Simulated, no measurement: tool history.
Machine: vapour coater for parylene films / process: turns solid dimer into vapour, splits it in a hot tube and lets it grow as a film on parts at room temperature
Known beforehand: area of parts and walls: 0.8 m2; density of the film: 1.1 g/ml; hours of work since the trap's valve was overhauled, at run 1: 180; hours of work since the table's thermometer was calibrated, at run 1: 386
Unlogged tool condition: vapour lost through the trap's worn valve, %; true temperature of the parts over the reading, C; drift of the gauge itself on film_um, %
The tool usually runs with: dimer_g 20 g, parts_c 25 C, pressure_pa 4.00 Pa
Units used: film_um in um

run,hour,dimer_g,parts_c,pressure_pa,hours of work since the trap's valve was overhauled,hours of work since the table's thermometer was calibrated,film_um
1,0.0,20,25,4.00,180,386,17.67
2,39.2,20,25,4.00,212,419,17.24
3,61.4,20,22,4.00,231,438,19.67
4,89.9,20,22,4.00,255,461,19.71
5,132.1,20,25,4.00,290,497,17.32
6,155.3,20,25,4.00,310,516,17.45
# hour 174.8: trap's valve overhauled
7,189.0,20,25,4.00,12,541,17.53
8,222.3,20,25,4.00,40,569,17.55
9,254.6,20,23,4.00,67,596,18.83
10,279.4,20,25,6.84,88,617,15.93
11,307.4,20,25,6.84,111,640,15.90
12,342.8,20,25,4.00,141,670,17.26
13,364.5,11,25,4.00,159,688,9.61
14,410.6,20,25,4.00,197,726,17.68
15,436.3,20,25,3.51,219,748,17.68
16,478.0,20,25,3.51,254,783,17.83
17,522.6,20,31,4.00,291,820,14.06
18,550.0,20,31,4.00,314,843,14.11
# hour 565.4: trap's valve overhauled
19,578.5,22,27,5.73,11,863,17.00
20,602.8,23,19,3.30,31,884,25.35
21,641.4,23,24,5.03,64,916,20.41
22,682.1,9,20,11.36,98,950,7.91
# hour 685.8: table's thermometer calibrated
23,715.1,19,26,2.03,124,25,17.83
24,738.1,15,25,6.38,144,44,12.08
25,767.7,33,21,3.53,168,69,34.06
26,802.2,26,23,3.53,197,97,25.26
27,846.4,12,19,4.00,234,134,13.01
28,892.7,12,19,4.00,273,173,13.00
29,923.0,32,18,2.72,298,198,35.25
# hour 956.6: trap's valve overhauled
30,972.8,29,18,5.71,14,237,31.01
31,1003.1,29,18,5.71,39,262,31.22
32,1044.3,10,21,10.23,73,297,8.77
33,1073.5,10,21,10.23,98,321,8.52
34,1107.8,10,21,10.23,127,350,8.64
35,1131.6,20,35,4.00,146,370,12.07

Forecast each of these 4 alternatives for the next run:
A,1177.2,9,17,4.00,185,408,?
B,1177.2,27,25,3.68,185,408,?
C,1177.2,35,34,3.74,185,408,?
D,1177.2,13,33,3.97,185,408,?

run,film_um
A,9.93
B,24.05
C,22.27
D,8.56
With no hidden state in the tool, these same runs would have given:
run,film_um
A,9.97
B,24.13
C,22.35
D,8.59
